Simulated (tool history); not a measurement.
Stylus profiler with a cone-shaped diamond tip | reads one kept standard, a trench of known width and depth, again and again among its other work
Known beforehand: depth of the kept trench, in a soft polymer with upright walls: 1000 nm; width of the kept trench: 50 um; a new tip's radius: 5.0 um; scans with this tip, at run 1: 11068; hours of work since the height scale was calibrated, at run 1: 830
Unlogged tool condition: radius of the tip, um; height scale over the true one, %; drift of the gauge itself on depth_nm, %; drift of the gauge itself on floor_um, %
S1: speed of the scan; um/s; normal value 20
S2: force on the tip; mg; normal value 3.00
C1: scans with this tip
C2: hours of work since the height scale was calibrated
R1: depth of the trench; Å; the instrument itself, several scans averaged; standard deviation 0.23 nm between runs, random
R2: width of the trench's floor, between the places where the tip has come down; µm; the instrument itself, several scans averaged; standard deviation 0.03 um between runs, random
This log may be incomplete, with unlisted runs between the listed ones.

run    hour  S1    S2     C1    C2       R1     R2
  1     0.0  20  3.00  11068   830  10076.4  41.20
  2    70.1  20  3.00  11590   870  10074.7  41.11
  3   152.4  20  3.00  12204   916  10069.6  41.06
  4   224.1  20  3.00  12739   956  10071.5  40.91
  5   306.5  20  3.00  13352  1002  10070.8  40.75
  6   372.5  23  3.00  13844  1039  10070.7  40.68
  7   450.0  20  3.00  14422  1082  10063.4  40.60
  8   505.8  20  1.40  14837  1113  10019.3  40.41
  9   576.4  20  1.40  15363  1153  10013.4  40.36
 10   615.7   7  1.91  15657  1175  10031.2  40.38
 11   665.9   7  1.91  16031  1203  10027.8  40.30
 12   720.1  41  3.28  16434  1233  10061.3  40.04
      725.0  -- height scale calibrated on a step standard
 13   770.3  41  3.28  16804    25  10032.6  40.00
 14   820.9  60  1.54  17182    54   9986.2  39.67
 15   866.5   6  3.88  17522    79  10047.1  40.06
 16   947.1  41  3.33  18122   124  10031.5  39.76
      961.9  -- height scale calibrated on a step standard, once more
 17  1006.1  41  3.33  18559    25  10115.1  39.63

Measured result minus the same run's result without the hidden state. Both carry the same run-to-run variation, though not necessarily the same gauge scatter:
run     R1     R2
  1  -35.8  -2.66
  2  -37.7  -2.77
  3  -39.8  -2.88
  4  -41.9  -2.99
  5  -44.0  -3.10
  6  -45.6  -3.20
  7  -47.6  -3.30
  8  -48.9  -3.40
  9  -50.6  -3.49
 10  -51.9  -3.54
 11  -53.1  -3.62
 12  -54.8  -3.70
 13  -85.3  -3.77
 14  -86.3  -3.85
 15  -87.9  -3.91
 16  -89.8  -4.01
 17   -2.0  -4.09
